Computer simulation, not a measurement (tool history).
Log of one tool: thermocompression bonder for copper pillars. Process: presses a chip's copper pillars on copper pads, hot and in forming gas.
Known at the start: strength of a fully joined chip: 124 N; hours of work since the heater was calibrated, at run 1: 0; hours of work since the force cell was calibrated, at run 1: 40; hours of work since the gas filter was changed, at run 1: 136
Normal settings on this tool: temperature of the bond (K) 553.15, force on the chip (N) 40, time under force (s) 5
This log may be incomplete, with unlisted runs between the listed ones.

run	hour	temperature of the bond (K)	force on the chip (N)	time under force (s)	hours of work since the heater was calibrated	hours of work since the force cell was calibrated	hours of work since the gas filter was changed	force that shears a chip off (N)
1	0.0	553.15	40	5	0	40	136	46.5
2	76.8	553.15	40	5	54	94	190	45.9
# hour 80.8: forming gas filter changed
3	128.1	553.15	40	5	90	130	33	49.0
4	211.0	553.15	40	3	148	188	92	38.5
5	266.8	553.15	40	3	187	227	131	38.0
6	345.7	553.15	40	3	243	283	186	37.4
# hour 354.5: forming gas filter changed
7	395.0	526.15	40	3	277	317	28	24.9
8	439.2	526.15	40	3	308	348	60	24.6
9	521.3	532.15	40	3	366	406	117	26.9
10	585.5	532.15	40	3	411	451	162	26.7
# hour 628.7: forming gas filter changed
11	634.4	532.15	40	3	445	485	4	28.1
12	693.6	532.15	40	3	487	527	46	27.6
13	733.5	553.15	40	5	515	555	74	48.5
14	794.2	553.15	40	7	558	598	116	53.0
15	829.6	553.15	40	7	582	622	141	51.7
16	870.6	553.15	40	7	611	651	170	51.5
# hour 902.8: forming gas filter changed
17	925.4	553.15	36	5	649	689	16	44.3
18	962.8	553.15	36	5	676	716	42	44.2
19	1012.6	553.15	36	5	711	751	77	43.0
20	1089.4	532.15	28	8	765	805	131	27.9
21	1142.8	532.15	28	8	802	842	169	27.1
# hour 1151.7: heater calibrated with a thermocouple chip
# hour 1179.1: forming gas filter changed
22	1190.6	544.15	47	4	27	874	8	44.6
23	1238.1	571.15	40	6	60	908	42	63.7
24	1313.2	556.15	39	10	113	960	94	60.9
25	1354.6	556.15	39	10	142	989	123	59.0
# hour 1363.3: heater calibrated with a thermocouple chip, once more
26	1391.0	547.15	30	7	20	1014	148	39.0
27	1432.5	554.15	56	7	49	1043	177	70.4
# hour 1457.1: forming gas filter changed
28	1479.9	547.15	42	7	82	1076	16	55.8
29	1525.7	553.15	35	7	114	1108	48	50.9
30	1597.0	553.15	35	5	164	1158	98	42.7
31	1679.2	528.15	27	14	222	1216	156	33.8
# hour 1733.0: forming gas filter changed
32	1755.3	528.15	27	14	275	1269	16	35.7
33	1815.3	553.15	31	5	317	1311	58	39.4
34	1898.4	553.15	45	5	376	1370	116	53.2
35	1978.1	567.15	45	5	432	1426	172	62.1
# hour 2006.9: forming gas filter changed
36	2063.1	567.15	45	5	491	1485	40	66.1
37	2121.2	567.15	45	5	532	1526	80	65.2
38	2189.1	563.15	27	13	580	1574	128	55.6

Below, some changes in force that shears a chip off (N) between adjacent runs. For each, the amount present without the hidden state too (settings, incoming material, random variation) and the amount remaining for the hidden state with gauge scatter not shared by both compared results:
Hidden conditions of the tool in this case: true temperature of the bond over the reading, C; force that reaches the chip, % of what is set; oxide that the forming gas leaves, % of the face; drift of the gauge itself on shear_n, %.
Run 12 -> 13: temperature of the bond (K) 532.15 -> 553.15, time under force (s) 3 -> 5. force that shears a chip off (N) +20.9: hidden state -1.2, all else +22.1.
Run 16 -> 17: force on the chip (N) 40 -> 36, time under force (s) 7 -> 5, forming gas filter changed. force that shears a chip off (N) -7.2: hidden state +4.0, all else -11.2.
Run 25 -> 26: temperature of the bond (K) 556.15 -> 547.15, force on the chip (N) 39 -> 30, time under force (s) 10 -> 7, heater calibrated with a thermocouple chip, once more. force that shears a chip off (N) -20.0: hidden state +4.8, all else -24.8.
Run 26 -> 27: temperature of the bond (K) 547.15 -> 554.15, force on the chip (N) 30 -> 56. force that shears a chip off (N) +31.4: hidden state -2.6, all else +34.0.
Run 27 -> 28: temperature of the bond (K) 554.15 -> 547.15, force on the chip (N) 56 -> 42, forming gas filter changed. force that shears a chip off (N) -14.6: hidden state +5.0, all else -19.6.
